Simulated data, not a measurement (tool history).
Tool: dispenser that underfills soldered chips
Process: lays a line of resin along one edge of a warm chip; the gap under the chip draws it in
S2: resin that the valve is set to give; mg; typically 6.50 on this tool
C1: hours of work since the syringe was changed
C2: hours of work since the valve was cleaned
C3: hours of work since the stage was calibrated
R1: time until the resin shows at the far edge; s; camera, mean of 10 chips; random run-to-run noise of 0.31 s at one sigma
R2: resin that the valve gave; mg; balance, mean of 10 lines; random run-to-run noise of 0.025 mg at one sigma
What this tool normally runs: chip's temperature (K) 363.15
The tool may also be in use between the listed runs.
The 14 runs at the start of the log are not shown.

run 15 hour=50.0 | chip's_temperature_(K)=363.15 S2=6.50 | C1=8 C2=44 C3=101 | R1=16.5 R2=6.28
run 16 hour=52.8 | chip's_temperature_(K)=363.15 S2=6.50 | C1=10 C2=47 C3=103 | R1=18.3 R2=6.32
-- hour=55.4 new syringe of resin
run 17 hour=55.6 | chip's_temperature_(K)=363.15 S2=6.50 | C1=0 C2=48 C3=105 | R1=9.7 R2=6.28
run 18 hour=59.5 | chip's_temperature_(K)=366.15 S2=6.50 | C1=3 C2=51 C3=108 | R1=10.4 R2=6.26
run 19 hour=61.6 | chip's_temperature_(K)=369.15 S2=5.70 | C1=5 C2=53 C3=110 | R1=10.9 R2=5.52
run 20 hour=63.7 | chip's_temperature_(K)=363.15 S2=6.14 | C1=6 C2=55 C3=111 | R1=14.6 R2=5.90
run 21 hour=66.4 | chip's_temperature_(K)=349.15 S2=7.42 | C1=9 C2=57 C3=113 | R1=28.7 R2=7.12
-- hour=71.0 new syringe of resin
run 22 hour=71.7 | chip's_temperature_(K)=369.15 S2=5.72 | C1=1 C2=61 C3=117 | R1=8.3 R2=5.52
-- hour=73.0 dispensing valve cleaned and set on the balance
run 23 hour=76.1 | chip's_temperature_(K)=360.15 S2=7.18 | C1=3 C2=2 C3=120 | R1=13.2 R2=7.17
run 24 hour=80.6 | chip's_temperature_(K)=360.15 S2=7.18 | C1=7 C2=6 C3=124 | R1=16.6 R2=7.10
run 25 hour=85.0 | chip's_temperature_(K)=372.15 S2=6.97 | C1=10 C2=9 C3=127 | R1=13.5 R2=6.91
-- hour=87.6 new syringe of resin
run 26 hour=90.1 | chip's_temperature_(K)=364.15 S2=6.89 | C1=2 C2=13 C3=131 | R1=10.2 R2=6.80

What will run 27 give?
run 27 hour=93.7 | chip's_temperature_(K)=364.15 S2=6.89 | C1=5 C2=16 C3=133 | R1=? R2=?

Run 27 gave R1 12.1 s, R2 6.80 mg.
Without the tool's hidden state the same run would have given R1 8.6 s, R2 6.89 mg.
